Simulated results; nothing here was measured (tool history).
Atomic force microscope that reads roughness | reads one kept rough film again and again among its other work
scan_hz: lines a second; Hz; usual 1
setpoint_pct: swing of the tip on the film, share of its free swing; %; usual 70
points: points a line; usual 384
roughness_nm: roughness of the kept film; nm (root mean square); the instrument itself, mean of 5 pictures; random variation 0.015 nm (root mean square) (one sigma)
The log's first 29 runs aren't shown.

run     day  scan_hz  setpoint_pct  points  roughness_nm
 30    8.95        1            61     718         1.487
      9.329  -- new tip fitted
 31   9.383     2.36            70     295         3.252
 32     9.6     2.36            70     295          3.13
 33   9.958     2.33            70     548         3.016
 34  10.371        1            79     350         2.821
 35  10.675     1.61            60     480         2.768
 36  10.925        1            58     384         2.664
 37    11.2        1            70     276         2.465
 38  11.504        1            70     276         2.374
 39  11.875        1            70     276         2.239
 40  12.079        1            70     276         2.179
 41  12.442        1            70     276         2.081

Forecast each of these 4 alternatives for the next run:
  A  12.688      0.8            82     634             ?
  B  12.688     0.98            83     282             ?
  C  12.688        1            63     276             ?
  D  12.688        1            86     276             ?

run  roughness_nm
  A         2.028
  B         1.946
  C         2.049
  D         1.926
Without the tool's hidden state the same runs would have given:
run  roughness_nm
  A         3.518
  B         3.378
  C         3.558
  D         3.342
